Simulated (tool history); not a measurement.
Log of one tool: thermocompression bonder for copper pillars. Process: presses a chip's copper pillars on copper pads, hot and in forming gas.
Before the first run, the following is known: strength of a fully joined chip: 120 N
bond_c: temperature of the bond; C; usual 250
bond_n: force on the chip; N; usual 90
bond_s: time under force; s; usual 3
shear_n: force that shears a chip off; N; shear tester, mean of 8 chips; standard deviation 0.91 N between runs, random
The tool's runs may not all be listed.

run 1 hour=0 | bond_c=250 bond_n=90 bond_s=3 | shear_n=74.7
run 2 hour=74.5 | bond_c=250 bond_n=90 bond_s=3 | shear_n=75.3
-- hour=85 forming gas filter changed
run 3 hour=131 | bond_c=250 bond_n=90 bond_s=3 | shear_n=77.8
run 4 hour=162.1 | bond_c=250 bond_n=70 bond_s=3 | shear_n=68.8
run 5 hour=226.6 | bond_c=250 bond_n=70 bond_s=3 | shear_n=68.7
run 6 hour=300.6 | bond_c=250 bond_n=93 bond_s=3 | shear_n=76.7
run 7 hour=357.7 | bond_c=250 bond_n=93 bond_s=3 | shear_n=77.2
run 8 hour=408.1 | bond_c=268 bond_n=90 bond_s=3 | shear_n=87.9
run 9 hour=439.7 | bond_c=268 bond_n=90 bond_s=3 | shear_n=87
-- hour=503.8 heater calibrated with a thermocouple chip
run 10 hour=508.8 | bond_c=268 bond_n=90 bond_s=3 | shear_n=86.7
run 11 hour=549.4 | bond_c=268 bond_n=90 bond_s=3 | shear_n=86.5
run 12 hour=613.3 | bond_c=268 bond_n=90 bond_s=3 | shear_n=87
run 13 hour=673.9 | bond_c=268 bond_n=90 bond_s=3 | shear_n=86.9
run 14 hour=719.1 | bond_c=250 bond_n=90 bond_s=3 | shear_n=76.2
run 15 hour=749.5 | bond_c=250 bond_n=90 bond_s=3 | shear_n=76.1
run 16 hour=790.2 | bond_c=250 bond_n=90 bond_s=3 | shear_n=76.6
-- hour=800.3 forming gas filter changed
run 17 hour=841.6 | bond_c=250 bond_n=90 bond_s=2 | shear_n=67.3
run 18 hour=877.6 | bond_c=222 bond_n=124 bond_s=3 | shear_n=65.5
run 19 hour=915.2 | bond_c=250 bond_n=68 bond_s=3 | shear_n=67.6
run 20 hour=971.6 | bond_c=250 bond_n=84 bond_s=4 | shear_n=80.3
run 21 hour=1041.7 | bond_c=250 bond_n=84 bond_s=4 | shear_n=80.3

What will run 22 give?
run 22 hour=1111.9 | bond_c=250 bond_n=84 bond_s=4 | shear_n=?

shear_n: 80.8 N
With the hidden condition absent and the run-to-run variation left alone, this run would have shown shear_n 81.1 N.
